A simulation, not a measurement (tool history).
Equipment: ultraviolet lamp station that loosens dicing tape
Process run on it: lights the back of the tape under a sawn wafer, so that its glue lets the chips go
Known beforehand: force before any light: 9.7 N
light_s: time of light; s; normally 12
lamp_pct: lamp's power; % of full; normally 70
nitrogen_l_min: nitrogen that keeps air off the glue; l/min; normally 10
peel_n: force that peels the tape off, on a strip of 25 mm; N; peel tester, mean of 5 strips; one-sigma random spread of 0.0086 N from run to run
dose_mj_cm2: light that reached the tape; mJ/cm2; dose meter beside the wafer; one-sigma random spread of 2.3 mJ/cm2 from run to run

| run | hour | light_s | lamp_pct | nitrogen_l_min | peel_n | dose_mj_cm2 |
|---|---|---|---|---|---|---|
| 1 | 0 | 12 | 70 | 10 | 0.456 | 203 |
| 2 | 24 | 12 | 70 | 10 | 0.471 | 202 |
| 3 | 52.4 | 17 | 70 | 10 | 0.288 | 284 |
| 4 | 89.2 | 12 | 70 | 10 | 0.498 | 197 |
| 5 | 112 | 12 | 70 | 10 | 0.489 | 190 |
| 6 | 129.5 | 12 | 70 | 10 | 0.492 | 197 |
| 7 | 149.2 | 12 | 70 | 10 | 0.491 | 194 |
| 8 | 165.2 | 12 | 71 | 10 | 0.485 | 193 |
|  | 177 | window cleaned of glue's vapour |
| 9 | 197.2 | 12 | 71 | 10 | 0.414 | 215 |
| 10 | 217.7 | 12 | 71 | 10 | 0.421 | 210 |
| 11 | 249.6 | 12 | 70 | 10 | 0.431 | 207 |
| 12 | 277.5 | 12 | 70 | 10 | 0.43 | 206 |
| 13 | 313.1 | 12 | 70 | 10 | 0.441 | 206 |
| 14 | 331.1 | 14 | 70 | 10 | 0.35 | 232 |
| 15 | 347.9 | 12 | 70 | 10 | 0.472 | 196 |
| 16 | 370.9 | 20 | 70 | 10 | 0.242 | 326 |
| 17 | 395 | 12 | 70 | 18 | 0.345 | 194 |
| 18 | 423.4 | 12 | 70 | 18 | 0.35 | 197 |
| 19 | 451.6 | 12 | 70 | 18 | 0.375 | 191 |
| 20 | 482.9 | 12 | 70 | 10 | 0.514 | 193 |
| 21 | 508.1 | 12 | 70 | 10 | 0.501 | 193 |
| 22 | 524.9 | 12 | 72 | 10 | 0.493 | 192 |
| 23 | 558.6 | 7 | 82 | 10 | 1.109 | 131 |
| 24 | 580.5 | 16 | 70 | 4 | 0.609 | 247 |
|  | 592.4 | window cleaned of glue's vapour |
| 25 | 604.2 | 16 | 70 | 4 | 0.496 | 275 |
| 26 | 630 | 16 | 70 | 10 | 0.279 | 266 |
| 27 | 661.5 | 16 | 70 | 10 | 0.297 | 272 |
| 28 | 689.2 | 13 | 70 | 7 | 0.519 | 217 |
| 29 | 723.5 | 13 | 70 | 7 | 0.525 | 212 |
| 30 | 746.9 | 6 | 80 | 4 | 2.41 | 115 |
| 31 | 783.9 | 10 | 65 | 8 | 0.949 | 150 |
| 32 | 800.9 | 15 | 80 | 7 | 0.328 | 278 |
| 33 | 835.5 | 15 | 80 | 7 | 0.344 | 278 |
| 34 | 855.3 | 15 | 80 | 7 | 0.357 | 271 |
| 35 | 878.9 | 10 | 61 | 7 | 1.244 | 136 |
| 36 | 911.5 | 10 | 84 | 5 | 0.884 | 193 |
| 37 | 943.1 | 19 | 70 | 10 | 0.252 | 292 |
| 38 | 959.2 | 19 | 66 | 10 | 0.293 | 277 |
| 39 | 990.3 | 19 | 66 | 10 | 0.289 | 273 |
|  | 1009 | window cleaned of glue's vapour |
| 40 | 1014.3 | 12 | 84 | 13 | 0.295 | 238 |
| 41 | 1048.9 | 12 | 84 | 13 | 0.301 | 237 |
| 42 | 1076.9 | 12 | 84 | 13 | 0.299 | 232 |

Alternative continuations, all from the tool just after run 42; predict every row:
| A | 1108 | 12 | 82 | 10 | ? | ? |
| B | 1108 | 15 | 84 | 5 | ? | ? |
| C | 1108 | 9 | 86 | 10 | ? | ? |
| D | 1108 | 7 | 68 | 13 | ? | ? |
| E | 1108 | 12 | 79 | 3 | ? | ? |

| run | peel_n | dose_mj_cm2 |
|---|---|---|
| A | 0.368 | 225 |
| B | 0.384 | 294 |
| C | 0.581 | 179 |
| D | 1.264 | 110 |
| E | 0.961 | 218 |
Without the tool's hidden state the same runs would have given:
| run | peel_n | dose_mj_cm2 |
|---|---|---|
| A | 0.281 | 274 |
| B | 0.29 | 358 |
| C | 0.398 | 218 |
| D | 0.867 | 134 |
| E | 0.649 | 265 |
